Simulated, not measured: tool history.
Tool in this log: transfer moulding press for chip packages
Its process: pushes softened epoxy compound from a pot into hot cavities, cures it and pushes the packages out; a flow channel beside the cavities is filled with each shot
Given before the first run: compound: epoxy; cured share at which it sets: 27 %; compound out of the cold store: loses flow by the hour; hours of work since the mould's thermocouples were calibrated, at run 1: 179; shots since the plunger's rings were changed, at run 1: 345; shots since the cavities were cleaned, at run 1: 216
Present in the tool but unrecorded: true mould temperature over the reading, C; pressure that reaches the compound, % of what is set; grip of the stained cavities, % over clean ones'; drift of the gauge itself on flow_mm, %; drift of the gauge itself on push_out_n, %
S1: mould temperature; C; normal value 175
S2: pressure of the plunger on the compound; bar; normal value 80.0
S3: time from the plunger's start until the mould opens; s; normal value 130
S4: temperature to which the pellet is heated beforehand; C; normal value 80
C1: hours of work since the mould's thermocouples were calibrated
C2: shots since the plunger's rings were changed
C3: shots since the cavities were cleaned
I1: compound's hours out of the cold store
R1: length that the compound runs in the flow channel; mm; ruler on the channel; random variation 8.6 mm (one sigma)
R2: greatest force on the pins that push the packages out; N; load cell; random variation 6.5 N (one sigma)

run 1 hour=0.0 | S1=175 S2=80.0 S3=130 S4=80 | C1=179 C2=345 C3=216 | I1=26.9 | R1=901 R2=314
run 2 hour=15.0 | S1=175 S2=80.0 S3=130 S4=75 | C1=189 C2=486 C3=357 | I1=8.3 | R1=1007 R2=334
-- hour=33.6 cavities cleaned with cleaning compound and waxed
run 3 hour=48.4 | S1=175 S2=80.0 S3=130 S4=75 | C1=211 C2=787 C3=139 | I1=25.0 | R1=901 R2=275
run 4 hour=68.9 | S1=175 S2=80.0 S3=130 S4=75 | C1=225 C2=980 C3=332 | I1=28.3 | R1=875 R2=318
-- hour=90.7 cavities cleaned with cleaning compound and waxed
run 5 hour=95.7 | S1=175 S2=80.0 S3=130 S4=75 | C1=243 C2=1219 C3=47 | I1=12.1 | R1=991 R2=267
run 6 hour=119.4 | S1=175 S2=80.0 S3=130 S4=80 | C1=259 C2=1442 C3=270 | I1=29.2 | R1=878 R2=331
-- hour=148.6 cavities cleaned with cleaning compound and waxed
run 7 hour=153.8 | S1=175 S2=80.0 S3=146 S4=80 | C1=282 C2=1753 C3=49 | I1=37.9 | R1=815 R2=236
run 8 hour=168.2 | S1=175 S2=80.0 S3=130 S4=80 | C1=292 C2=1889 C3=185 | I1=10.4 | R1=988 R2=296
run 9 hour=183.3 | S1=175 S2=80.0 S3=130 S4=80 | C1=302 C2=2031 C3=327 | I1=45.5 | R1=785 R2=325
-- hour=207.5 cavities cleaned with cleaning compound and waxed
run 10 hour=215.9 | S1=175 S2=80.0 S3=130 S4=80 | C1=324 C2=2325 C3=80 | I1=37.3 | R1=814 R2=269
run 11 hour=231.6 | S1=175 S2=80.0 S3=130 S4=80 | C1=335 C2=2473 C3=228 | I1=42.9 | R1=783 R2=293
run 12 hour=257.4 | S1=175 S2=80.0 S3=130 S4=80 | C1=352 C2=2716 C3=471 | I1=14.2 | R1=935 R2=345
-- hour=265.5 cavities cleaned with cleaning compound and waxed
run 13 hour=283.7 | S1=175 S2=80.0 S3=130 S4=80 | C1=370 C2=2950 C3=172 | I1=21.5 | R1=899 R2=300
run 14 hour=298.8 | S1=175 S2=80.0 S3=130 S4=80 | C1=380 C2=3092 C3=314 | I1=33.7 | R1=812 R2=311
-- hour=321.6 cavities cleaned with cleaning compound and waxed
run 15 hour=327.5 | S1=175 S2=98.2 S3=130 S4=80 | C1=399 C2=3349 C3=56 | I1=42.7 | R1=850 R2=257
run 16 hour=358.8 | S1=176 S2=80.0 S3=130 S4=75 | C1=421 C2=3644 C3=351 | I1=36.3 | R1=799 R2=301
-- hour=378.8 cavities cleaned with cleaning compound and waxed
run 17 hour=378.8 | S1=176 S2=80.0 S3=130 S4=75 | C1=433 C2=3819 C3=0 | I1=26.4 | R1=845 R2=236
run 18 hour=411.9 | S1=176 S2=80.0 S3=130 S4=75 | C1=456 C2=4130 C3=311 | I1=35.1 | R1=804 R2=303
run 19 hour=425.8 | S1=176 S2=80.0 S3=130 S4=75 | C1=466 C2=4262 C3=443 | I1=33.4 | R1=817 R2=336
-- hour=434.9 cavities cleaned with cleaning compound and waxed
run 20 hour=445.2 | S1=168 S2=80.0 S3=165 S4=75 | C1=478 C2=4430 C3=97 | I1=10.4 | R1=1002 R2=293
run 21 hour=463.7 | S1=168 S2=80.4 S3=142 S4=88 | C1=491 C2=4605 C3=272 | I1=29.0 | R1=878 R2=402
run 22 hour=483.4 | S1=168 S2=80.0 S3=141 S4=80 | C1=505 C2=4791 C3=458 | I1=14.3 | R1=957 R2=494
-- hour=491.1 cavities cleaned with cleaning compound and waxed
run 23 hour=501.9 | S1=168 S2=80.0 S3=159 S4=86 | C1=516 C2=4951 C3=101 | I1=28.3 | R1=868 R2=293
run 24 hour=523.1 | S1=175 S2=87.0 S3=166 S4=79 | C1=531 C2=5151 C3=301 | I1=13.4 | R1=946 R2=284

What does the tool deliver on the next run?
-- hour=547.8 cavities cleaned with cleaning compound and waxed
run 25 hour=556.4 | S1=175 S2=87.0 S3=166 S4=79 | C1=553 C2=5451 C3=81 | I1=46.2 | R1=? R2=?

{"run 25": {"R1": 754, "R2": 238}}
On a tool with no hidden condition, and with the same random variation, this run would have come out at R1 838 mm, R2 215 N.
